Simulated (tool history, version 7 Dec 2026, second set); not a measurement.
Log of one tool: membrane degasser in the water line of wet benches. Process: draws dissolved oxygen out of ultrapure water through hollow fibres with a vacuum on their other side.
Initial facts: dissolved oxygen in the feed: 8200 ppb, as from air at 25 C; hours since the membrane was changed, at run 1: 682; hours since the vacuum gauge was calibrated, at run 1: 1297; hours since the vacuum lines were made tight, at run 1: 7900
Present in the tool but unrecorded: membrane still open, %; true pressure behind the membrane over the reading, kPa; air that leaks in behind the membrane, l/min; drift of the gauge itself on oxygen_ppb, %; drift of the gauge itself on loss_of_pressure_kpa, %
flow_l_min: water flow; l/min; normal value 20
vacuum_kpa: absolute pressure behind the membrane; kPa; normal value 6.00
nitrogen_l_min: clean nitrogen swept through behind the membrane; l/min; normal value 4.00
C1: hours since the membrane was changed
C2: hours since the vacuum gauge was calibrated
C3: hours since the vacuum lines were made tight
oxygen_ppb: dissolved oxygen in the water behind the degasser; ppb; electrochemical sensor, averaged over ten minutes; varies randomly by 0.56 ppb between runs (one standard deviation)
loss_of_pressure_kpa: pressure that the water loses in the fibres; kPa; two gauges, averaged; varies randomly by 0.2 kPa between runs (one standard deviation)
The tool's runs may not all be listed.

{"run": 1, "day": 0.0, "flow_l_min": 20, "vacuum_kpa": 6.0, "nitrogen_l_min": 4.0, "C1": 682, "C2": 1297, "C3": 7900, "oxygen_ppb": 47.1, "loss_of_pressure_kpa": 43.4}
{"day": 1.067, "done": "seals of the vacuum lines changed"}
{"run": 2, "day": 5.996, "flow_l_min": 19, "vacuum_kpa": 6.0, "nitrogen_l_min": 4.0, "C1": 824, "C2": 1439, "C3": 118, "oxygen_ppb": 43.4, "loss_of_pressure_kpa": 41.77}
{"run": 3, "day": 11.379, "flow_l_min": 20, "vacuum_kpa": 6.0, "nitrogen_l_min": 4.0, "C1": 953, "C2": 1568, "C3": 247, "oxygen_ppb": 47.8, "loss_of_pressure_kpa": 44.29}
{"run": 4, "day": 17.092, "flow_l_min": 20, "vacuum_kpa": 6.0, "nitrogen_l_min": 4.0, "C1": 1091, "C2": 1705, "C3": 385, "oxygen_ppb": 48.7, "loss_of_pressure_kpa": 43.85}
{"run": 5, "day": 21.258, "flow_l_min": 20, "vacuum_kpa": 6.0, "nitrogen_l_min": 4.0, "C1": 1191, "C2": 1805, "C3": 485, "oxygen_ppb": 48.8, "loss_of_pressure_kpa": 43.96}
{"run": 6, "day": 24.462, "flow_l_min": 20, "vacuum_kpa": 6.0, "nitrogen_l_min": 4.0, "C1": 1267, "C2": 1882, "C3": 562, "oxygen_ppb": 47.9, "loss_of_pressure_kpa": 43.83}
{"run": 7, "day": 29.975, "flow_l_min": 20, "vacuum_kpa": 6.0, "nitrogen_l_min": 3.19, "C1": 1400, "C2": 2015, "C3": 694, "oxygen_ppb": 55.5, "loss_of_pressure_kpa": 44.41}
{"run": 8, "day": 32.896, "flow_l_min": 20, "vacuum_kpa": 9.48, "nitrogen_l_min": 11.34, "C1": 1470, "C2": 2085, "C3": 764, "oxygen_ppb": 40.9, "loss_of_pressure_kpa": 44.1}

What will run 9 give?
{"run": 9, "day": 38.279, "flow_l_min": 20, "vacuum_kpa": 9.48, "nitrogen_l_min": 11.34, "C1": 1599, "C2": 2214, "C3": 893, "oxygen_ppb": "?", "loss_of_pressure_kpa": "?"}

oxygen_ppb: 40.8 ppb
loss_of_pressure_kpa: 44.49 kPa
Take away the tool's hidden state, keep the run-to-run variation as it was, and the same run would have given oxygen_ppb 40.8 ppb, loss_of_pressure_kpa 43.75 kPa.

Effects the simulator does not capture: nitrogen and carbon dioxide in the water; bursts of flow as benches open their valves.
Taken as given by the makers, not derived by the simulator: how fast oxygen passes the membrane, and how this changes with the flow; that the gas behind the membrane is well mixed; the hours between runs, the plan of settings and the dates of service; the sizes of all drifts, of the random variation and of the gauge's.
